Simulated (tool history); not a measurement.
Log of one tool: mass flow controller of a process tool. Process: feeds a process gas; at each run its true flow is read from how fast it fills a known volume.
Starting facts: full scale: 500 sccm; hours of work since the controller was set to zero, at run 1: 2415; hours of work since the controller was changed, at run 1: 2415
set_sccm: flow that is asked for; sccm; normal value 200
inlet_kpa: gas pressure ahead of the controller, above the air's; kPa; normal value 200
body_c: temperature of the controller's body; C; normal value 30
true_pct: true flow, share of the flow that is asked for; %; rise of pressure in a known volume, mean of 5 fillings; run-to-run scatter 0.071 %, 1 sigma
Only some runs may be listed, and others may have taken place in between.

run    hour  set_sccm  inlet_kpa  body_c  hours of work since the controller was set to zero  hours of work since the controller was changed  true_pct
  1     0.0       200        200      30                                                2415                                            2415     99.92
  2   128.8       200        200      30                                                2460                                            2460     99.82
  3   299.4       200        200      30                                                2520                                            2520     99.87
  4   378.5       200        200      30                                                2548                                            2548    100.11
  5   545.4       200        200      30                                                2607                                            2607    100.34
  6   619.1       200        200      30                                                2633                                            2633    100.27
  7   738.5       200        200      30                                                2675                                            2675    100.23
  8   880.8       200        200      30                                                2726                                            2726    100.35
  9  1023.2       126        200      22                                                2776                                            2776     99.44
 10  1187.5       334        253      38                                                2834                                            2834    101.64
 11  1278.5       200        188      39                                                2866                                            2866    101.30
 12  1396.2       302        229      31                                                2907                                            2907    100.98
 13  1491.2       200        200      33                                                2941                                            2941    100.99
 14  1658.2       160        221      22                                                3000                                            3000     99.96
 15  1814.4       132        221      38                                                3055                                            3055    101.62
 16  1899.8       200        239      31                                                3085                                            3085    100.97

Here are 3 independent what-if runs from the current tool condition. What would each one return?
  A  1992.1       112        239      31                                                3118                                            3118         ?
  B  1992.1       137        239      31                                                3118                                            3118         ?
  C  1992.1       124        178      25                                                3118                                            3118         ?

run  true_pct
  A    100.99
  B    101.03
  C    100.18
Had the tool no hidden state, the same runs would have come out as:
run  true_pct
  A     99.91
  B     99.95
  C     99.12

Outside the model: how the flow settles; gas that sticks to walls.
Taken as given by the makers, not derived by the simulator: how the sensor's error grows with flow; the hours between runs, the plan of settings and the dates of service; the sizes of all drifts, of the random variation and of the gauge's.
